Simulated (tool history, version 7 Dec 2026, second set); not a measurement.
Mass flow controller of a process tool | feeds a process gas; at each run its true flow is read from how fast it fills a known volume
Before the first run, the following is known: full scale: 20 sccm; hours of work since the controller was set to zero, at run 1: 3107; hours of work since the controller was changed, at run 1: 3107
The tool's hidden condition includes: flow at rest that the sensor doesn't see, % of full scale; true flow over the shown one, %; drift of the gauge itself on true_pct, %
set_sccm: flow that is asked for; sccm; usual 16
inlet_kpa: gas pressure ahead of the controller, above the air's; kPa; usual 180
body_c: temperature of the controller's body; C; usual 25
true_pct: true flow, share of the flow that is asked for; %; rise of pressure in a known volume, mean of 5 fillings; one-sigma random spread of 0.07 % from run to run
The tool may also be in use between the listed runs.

run,hour,set_sccm,inlet_kpa,body_c,hours of work since the controller was set to zero,hours of work since the controller was changed,true_pct
1,0,16,180,25,3107,3107,97.37
2,102.9,16,180,25,3146,3146,97.35
3,254.1,16,180,25,3204,3204,97.41
4,363.9,16,180,25,3246,3246,97.26
# hour 376.7: controller's zero set anew
5,481.6,16,180,25,40,3291,97.12
6,590.2,16,180,25,82,3333,97.04
7,733.4,16,180,25,137,3387,97
8,881.8,16,180,25,194,3444,96.91
9,1033.4,16,180,25,252,3502,96.92
10,1164.9,16,180,25,302,3553,96.9
11,1301.2,16,180,25,354,3605,96.77
12,1452.3,4,215,25,412,3663,93.01
# hour 1572.4: controller's zero set anew, once more
13,1572.4,4,215,25,0,3709,96.13
14,1706.3,2,213,25,51,3760,95.55

Had the tool no unlogged condition, and each run kept its random variation, what would the results have been?
run,true_pct
1,99.34
2,99.35
3,99.45
4,99.33
5,99.43
6,99.38
7,99.38
8,99.32
9,99.37
10,99.39
11,99.28
12,98.08
13,97.97
14,97.58
